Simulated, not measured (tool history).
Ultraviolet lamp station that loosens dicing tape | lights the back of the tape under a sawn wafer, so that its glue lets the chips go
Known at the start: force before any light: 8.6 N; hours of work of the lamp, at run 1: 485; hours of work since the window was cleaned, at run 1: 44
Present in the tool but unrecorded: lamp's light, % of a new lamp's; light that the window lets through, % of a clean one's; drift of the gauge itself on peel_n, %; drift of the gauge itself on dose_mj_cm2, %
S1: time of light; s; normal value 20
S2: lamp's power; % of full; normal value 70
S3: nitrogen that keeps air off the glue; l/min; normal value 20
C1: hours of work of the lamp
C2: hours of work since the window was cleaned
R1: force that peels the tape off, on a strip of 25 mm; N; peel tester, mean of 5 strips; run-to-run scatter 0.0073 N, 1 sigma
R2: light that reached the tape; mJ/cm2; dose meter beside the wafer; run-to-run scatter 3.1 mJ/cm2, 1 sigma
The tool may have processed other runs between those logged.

run,day,S1,S2,S3,C1,C2,R1,R2
1,0.000,20,70,20,485,44,0.399,401
2,1.042,20,96,20,501,60,0.181,542
3,1.733,20,70,20,512,71,0.423,393
4,2.825,20,70,20,529,88,0.461,387
5,3.562,20,70,20,540,99,0.450,386
6,4.600,20,70,20,556,116,0.440,375
7,5.233,20,70,20,566,125,0.463,375
8,6.367,20,70,20,584,143,0.501,370
9,7.479,20,70,20,601,160,0.532,366
10,8.225,20,70,20,612,172,0.547,361
11,9.346,20,70,20,630,189,0.549,352
12,9.871,26,70,25,638,197,0.231,454
13,10.575,17,72,8,649,208,1.635,302
14,11.625,20,82,20,665,225,0.406,404
# day 11.862: window cleaned of glue's vapour
15,12.267,35,75,17,675,6,0.117,729
16,13.050,30,67,11,687,18,0.333,560
17,14.138,30,90,7,704,35,0.268,746
18,14.892,20,93,20,716,47,0.216,509
19,15.617,12,78,27,727,58,0.931,251

Consider 3 possible next runs. They are alternatives, not a sequence: every one starts from the tool as it was left by run 19. What does each give?
A,16.517,20,70,11,741,72,?,?
B,16.517,23,95,27,741,72,?,?
C,16.517,11,93,20,741,72,?,?

run,R1,R2
A,0.903,369
B,0.125,586
C,1.020,275
Had the tool no hidden state, the same runs would have come out as:
run,R1,R2
A,0.524,468
B,0.096,742
C,0.604,348
